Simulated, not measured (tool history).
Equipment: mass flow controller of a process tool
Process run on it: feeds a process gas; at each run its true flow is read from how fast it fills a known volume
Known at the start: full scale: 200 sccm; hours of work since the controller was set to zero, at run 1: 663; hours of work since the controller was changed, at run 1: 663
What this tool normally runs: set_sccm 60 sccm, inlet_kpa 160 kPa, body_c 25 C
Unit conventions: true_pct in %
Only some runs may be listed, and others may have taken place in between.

run    hour  set_sccm  inlet_kpa  body_c  hours of work since the controller was set to zero  hours of work since the controller was changed  true_pct
  1       0        60        160      25                                                 663                                             663     99.96
  2   120.2        60        160      25                                                 711                                             711     99.84
  3   217.4        60        160      25                                                 750                                             750    100.13
  4   387.5        60        185      25                                                 818                                             818    100.31
  5   493.9        60        185      25                                                 861                                             861    100.32
  6   621.5        60        160      37                                                 912                                             912    101.48
  7   750.2        31        160      37                                                 963                                             963    101.98
  8   868.2        60        160      25                                                1011                                            1011    100.17
  9   995.5        60        185      25                                                1062                                            1062     100.4
 10  1071.4        60        185      25                                                1092                                            1092    100.45
 11  1158.5        60        160      36                                                1127                                            1127    101.47
 12  1321.9        60        160      36                                                1193                                            1193    101.58
 13  1392.8        60        160      25                                                1221                                            1221    100.47
 14  1501.4        60        160      25                                                1265                                            1265    100.45
 15  1579.7        60        160      25                                                1296                                            1296    100.42
 16  1668.7        60        160      25                                                1332                                            1332    100.46
 17  1805.3        60        160      25                                                1386                                            1386    100.41
 18  1937.2        60        227      25                                                1439                                            1439    100.99
 19  2077.8        60        227      25                                                1496                                            1496    100.99
     2089.3  -- controller's zero set anew
 20    2178        60        160      28                                                  36                                            1536    101.03
 21  2308.8        60        160      25                                                  88                                            1588    100.79
 22  2392.6       163        160      25                                                 122                                            1622    100.36
 23  2474.8        55        160      32                                                 155                                            1655    101.58
 24    2600        64        180      32                                                 205                                            1705    101.82
 25  2734.8        39        169      26                                                 259                                            1759    101.62
 26  2841.6       174        268      26                                                 302                                            1802    101.38
     2923.6  -- controller's zero set anew, once more
 27  2934.3       174        268      26                                                   4                                            1839     101.2
 28  3030.4       174        268      26                                                  43                                            1877    101.14
 29  3108.3        29        272      21                                                  74                                            1908    100.34
 30  3251.7        29        272      21                                                 132                                            1966    100.52
 31  3378.8        47        160      25                                                 182                                            2017    100.02
 32    3476        47        206      28                                                 221                                            2056    100.66
 33  3583.6        47        206      28                                                 265                                            2099    100.76
 34  3654.1        21        206      28                                                 293                                            2127    101.02
 35    3766        21        206      28                                                 338                                            2172    100.93
 36  3939.5        76        156      22                                                 407                                            2242     99.78
 37  4009.7        76        156      22                                                 435                                            2270      99.8
 38  4138.5       134        156      22                                                 487                                            2321     99.93
 39  4235.3        68        160      29                                                 526                                            2360    100.76
 40  4306.6        53        160      22                                                 554                                            2389     99.93
 41    4382        53        204      27                                                 585                                            2419    100.96
 42  4527.6        53        204      27                                                 643                                            2477     100.8
 43  4662.9        21        160      36                                                 697                                            2532    101.91

Alternative continuations, all from the tool just after run 43; predict every row:
  A  4797.6        49        160      36                                                 751                                            2586         ?
  B  4797.6        96        160      32                                                 751                                            2586         ?
  C  4797.6       157        160      36                                                 751                                            2586         ?

run  true_pct
  A    101.67
  B    101.17
  C    101.72
Had the tool no hidden state, the same runs would have come out as:
run  true_pct
  A     100.5
  B    100.17
  C    100.79
